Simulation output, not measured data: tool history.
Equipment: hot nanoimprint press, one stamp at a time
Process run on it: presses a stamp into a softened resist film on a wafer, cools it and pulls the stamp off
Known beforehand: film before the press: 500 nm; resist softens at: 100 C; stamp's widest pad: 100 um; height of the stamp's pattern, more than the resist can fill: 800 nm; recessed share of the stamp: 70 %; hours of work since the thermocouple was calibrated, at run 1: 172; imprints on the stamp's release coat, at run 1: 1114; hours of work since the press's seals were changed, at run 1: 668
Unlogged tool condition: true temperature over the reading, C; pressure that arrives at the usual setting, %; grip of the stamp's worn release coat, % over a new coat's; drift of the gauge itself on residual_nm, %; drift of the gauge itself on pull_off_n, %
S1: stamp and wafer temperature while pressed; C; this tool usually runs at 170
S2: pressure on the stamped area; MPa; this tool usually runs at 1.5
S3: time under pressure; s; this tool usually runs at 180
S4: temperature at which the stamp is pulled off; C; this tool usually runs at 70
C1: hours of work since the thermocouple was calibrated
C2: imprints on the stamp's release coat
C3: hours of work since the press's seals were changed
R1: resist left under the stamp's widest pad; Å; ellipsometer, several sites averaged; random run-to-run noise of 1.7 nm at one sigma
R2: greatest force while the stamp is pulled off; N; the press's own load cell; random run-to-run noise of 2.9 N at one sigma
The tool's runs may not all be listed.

run,hour,S1,S2,S3,S4,C1,C2,C3,R1,R2
1,0,170,1.5,180,70,172,1114,668,2747,135
2,23.1,170,1.5,180,70,187,1201,683,2728,132
3,51.1,170,1.5,180,70,206,1305,702,2720,133
4,81.1,170,1.5,180,70,226,1418,722,2718,137
5,113.6,170,1.5,180,70,248,1539,744,2736,135
6,132.7,170,1.5,180,70,261,1611,757,2695,135
7,146.6,180,1.09,272,59,271,1663,767,1980,153
8,164.7,180,0.91,272,76,283,1731,779,2205,129
9,195.8,170,2.35,180,70,304,1847,800,2162,136
10,225.2,170,2.35,180,70,324,1957,820,2135,138

Forecast run 11:
11,239.4,170,2.35,324,70,333,2010,829,?,?

R1: 1752 Å
R2: 137 N
Had the tool carried no hidden state, the very same run would have given R1 1752 Å, R2 137 N.

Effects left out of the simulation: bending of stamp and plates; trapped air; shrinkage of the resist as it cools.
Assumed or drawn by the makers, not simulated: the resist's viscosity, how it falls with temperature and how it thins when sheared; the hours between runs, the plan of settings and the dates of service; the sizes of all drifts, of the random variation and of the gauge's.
